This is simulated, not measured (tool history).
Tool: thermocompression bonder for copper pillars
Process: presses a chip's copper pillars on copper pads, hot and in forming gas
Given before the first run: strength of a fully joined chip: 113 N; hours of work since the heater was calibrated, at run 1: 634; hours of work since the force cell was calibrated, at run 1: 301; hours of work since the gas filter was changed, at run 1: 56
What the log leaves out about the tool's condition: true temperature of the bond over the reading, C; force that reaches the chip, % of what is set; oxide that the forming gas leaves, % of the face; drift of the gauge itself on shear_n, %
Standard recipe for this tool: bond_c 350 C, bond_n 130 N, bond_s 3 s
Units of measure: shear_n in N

| run | hour | bond_c | bond_n | bond_s | hours of work since the heater was calibrated | hours of work since the force cell was calibrated | hours of work since the gas filter was changed | shear_n |
|---|---|---|---|---|---|---|---|---|
| 1 | 0 | 350 | 130 | 3 | 634 | 301 | 56 | 46.3 |
| 2 | 17.5 | 350 | 130 | 3 | 645 | 313 | 67 | 46.4 |
| 3 | 41.7 | 350 | 130 | 3 | 660 | 328 | 82 | 46.4 |
| 4 | 57.2 | 350 | 130 | 3 | 670 | 338 | 92 | 46.2 |
| 5 | 74.7 | 350 | 130 | 3 | 681 | 349 | 103 | 45.7 |
| 6 | 86 | 350 | 130 | 3 | 688 | 356 | 110 | 46 |
| 7 | 103 | 350 | 130 | 3 | 699 | 367 | 121 | 45.6 |
| 8 | 123.5 | 350 | 130 | 3 | 712 | 379 | 133 | 45.6 |
| 9 | 150.1 | 349 | 130 | 3 | 729 | 396 | 150 | 45.7 |
| 10 | 164.5 | 349 | 130 | 3 | 738 | 405 | 159 | 45.4 |
| 11 | 182.9 | 334 | 159 | 5 | 749 | 417 | 171 | 57.3 |
| 12 | 199.7 | 350 | 95 | 2 | 760 | 428 | 182 | 28.4 |
| 13 | 211.2 | 367 | 104 | 2 | 767 | 435 | 189 | 36.4 |

Expected results for the next run?
| 14 | 237 | 323 | 135 | 2 | 784 | 451 | 205 | ? |

shear_n: 31.8 N
Take away the tool's hidden state, keep the run-to-run variation as it was, and the same run would have given shear_n 29.9 N.
